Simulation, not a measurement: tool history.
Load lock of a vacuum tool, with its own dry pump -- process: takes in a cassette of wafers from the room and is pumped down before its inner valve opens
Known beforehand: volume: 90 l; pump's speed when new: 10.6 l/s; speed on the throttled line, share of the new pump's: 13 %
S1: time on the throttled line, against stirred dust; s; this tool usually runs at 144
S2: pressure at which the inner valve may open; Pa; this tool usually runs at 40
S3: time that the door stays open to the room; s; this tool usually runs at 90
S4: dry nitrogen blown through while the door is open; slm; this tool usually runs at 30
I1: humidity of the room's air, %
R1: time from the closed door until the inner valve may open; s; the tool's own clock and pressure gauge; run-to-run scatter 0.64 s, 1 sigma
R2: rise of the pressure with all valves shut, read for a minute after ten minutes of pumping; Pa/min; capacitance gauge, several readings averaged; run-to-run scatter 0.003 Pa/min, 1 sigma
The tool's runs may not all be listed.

run    hour   S1  S2   S3  S4    I1     R1     R2
  1     0.0  144  40   90  30  44.7  192.8  0.123
  2   174.9  144  40   90  30  45.2  193.3  0.124
  3   355.7  144  40   90  30  46.6  194.4  0.130
  4   452.8  144  40   90  30  43.5  193.8  0.128
  5   631.0  144  40   90  30  43.3  192.3  0.131
  6   806.1  144  40   90  30  46.8  193.8  0.135
  7   898.6  125  40   90  30  46.3  177.1  0.133
  8  1018.8  144  40   90  30  44.7  193.2  0.137
  9  1209.6  144  40   90  30  40.8  193.7  0.148
 10  1391.3  144  40   90  16  47.5  193.5  0.162
 11  1537.3  144  40   90  16  40.4  193.5  0.162
 12  1651.1  144  40   90  16  44.7  194.2  0.164
 13  1765.8  144  40   90  30  48.3  193.9  0.159
 14  1933.7  144  40   90  30  45.5  194.3  0.159
 15  2026.2  144  40   90  30  42.6  193.3  0.156
 16  2132.1  144  40   90  30  46.1  194.1  0.161
 17  2312.5  144  40   90  30  43.7  193.4  0.160
 18  2479.6  144  40   90  30  43.4  192.9  0.168
 19  2561.7  171  45  127  38  43.5  216.1  0.180
 20  2663.9  213  40   90  30  42.8  252.8  0.174
 21  2858.7  213  40   90  30  41.2  253.9  0.182
 22  2962.9  101  44   50  19  47.0  155.6  0.175
 23  3101.2  144  62   90   6  44.3  189.8  0.202
 24  3205.4  144  62   90  11  43.8  190.6  0.197
 25  3294.4  144  40   57  30  42.4  195.0  0.176
 26  3457.3  144  34   39  30  43.9  196.6  0.173
 27  3560.4  196  31   45  30  43.1  240.7  0.182
 28  3662.6   80  40   90  30  44.3  139.5  0.196
 29  3835.3   87  55   90  30  47.2  143.1  0.197
 30  4007.3   87  55   90  30  45.1  143.7  0.204
 31  4085.8  124  50  176  26  47.4  175.8  0.234
 32  4168.0  144  51  123  30  45.3  194.0  0.214
 33  4356.4  130  48   55  30  44.9  181.7  0.205
 34  4524.0  130  48   55  10  44.2  181.5  0.218
 35  4631.5   85  49   43  18  46.5  142.8  0.213
 36  4821.3  286  55   90  30  44.9  313.9  0.223

What if the next run were any one of these 5? Each begins from the tool's condition after run 36:
  A  4924.9  104  46   90  30  45.5   ?   ?
  B  4924.9  115  64   90  30  46.1   ?   ?
  C  4924.9  270  55   56  38  43.9   ?   ?
  D  4924.9  195  63  197  30  43.6   ?   ?
  E  4924.9  286  55   35  30  42.3   ?   ?

run     R1     R2
  A  159.8  0.232
  B  165.0  0.227
  C  300.6  0.216
  D  235.5  0.252
  E  314.4  0.212
Without the tool's hidden state the same runs would have given:
run     R1     R2
  A  155.6  0.029
  B  161.2  0.027
  C  298.3  0.017
  D  232.5  0.050
  E  312.4  0.014
